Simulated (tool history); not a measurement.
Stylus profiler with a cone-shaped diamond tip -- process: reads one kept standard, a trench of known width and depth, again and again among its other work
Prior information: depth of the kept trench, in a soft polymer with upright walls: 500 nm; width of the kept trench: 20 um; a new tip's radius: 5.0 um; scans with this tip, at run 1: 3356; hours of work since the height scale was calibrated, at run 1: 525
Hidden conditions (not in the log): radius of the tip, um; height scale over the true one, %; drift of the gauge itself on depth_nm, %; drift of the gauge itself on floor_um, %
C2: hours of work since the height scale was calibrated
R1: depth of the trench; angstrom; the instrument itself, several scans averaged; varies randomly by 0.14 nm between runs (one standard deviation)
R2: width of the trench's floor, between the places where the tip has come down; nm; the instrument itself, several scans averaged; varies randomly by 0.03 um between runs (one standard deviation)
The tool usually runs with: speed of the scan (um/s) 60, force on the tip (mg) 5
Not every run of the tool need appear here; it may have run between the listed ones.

Run 1, hour 0: usual settings; scans with this tip 3356; C2 525. Result: R1 5122.5 angstrom, R2 15060 nm.
Run 2, hour 31.6: usual settings; scans with this tip 3439; C2 538. Result: R1 5120.9 angstrom, R2 15040 nm.
Run 3, hour 62.3: usual settings but force on the tip (mg) 5.76; scans with this tip 3520; C2 551. Result: R1 5135.9 angstrom, R2 15080 nm.
Run 4, hour 87.2: usual settings but force on the tip (mg) 5.76; scans with this tip 3585; C2 561. Result: R1 5134.6 angstrom, R2 15110 nm.
Run 5, hour 128.4: usual settings but force on the tip (mg) 9.51; scans with this tip 3694; C2 578. Result: R1 5191.9 angstrom, R2 15030 nm.
Run 6, hour 159.9: usual settings but force on the tip (mg) 9.51; scans with this tip 3777; C2 591. Result: R1 5193.4 angstrom, R2 15050 nm.
Run 7, hour 192.5: usual settings but speed of the scan (um/s) 33; scans with this tip 3862; C2 605. Result: R1 5121.5 angstrom, R2 15090 nm.
At hour 197.2: height scale calibrated on a step standard.
Run 8, hour 243.2: usual settings but speed of the scan (um/s) 33; scans with this tip 3995; C2 19. Result: R1 5107.8 angstrom, R2 15070 nm.
Run 9, hour 290.6: usual settings but speed of the scan (um/s) 33; scans with this tip 4119; C2 38. Result: R1 5110.3 angstrom, R2 15050 nm.
Run 10, hour 333: usual settings but speed of the scan (um/s) 29, force on the tip (mg) 4.54; scans with this tip 4231; C2 56. Result: R1 5096.5 angstrom, R2 15020 nm.

Hidden state at the last listed run before each entry between runs and at the first one after, where it differs:
Logged between run 7 and run 8: height scale calibrated on a step standard (hour 197.2)
  radius of the tip, um: 6.16 -> 6.19; height scale over the true one, %: -0.324 -> -0.536
  difference, measured minus the result without the unlogged condition, R1: -16.7 -> -27.6 angstrom; R2: -510 -> -510 nm

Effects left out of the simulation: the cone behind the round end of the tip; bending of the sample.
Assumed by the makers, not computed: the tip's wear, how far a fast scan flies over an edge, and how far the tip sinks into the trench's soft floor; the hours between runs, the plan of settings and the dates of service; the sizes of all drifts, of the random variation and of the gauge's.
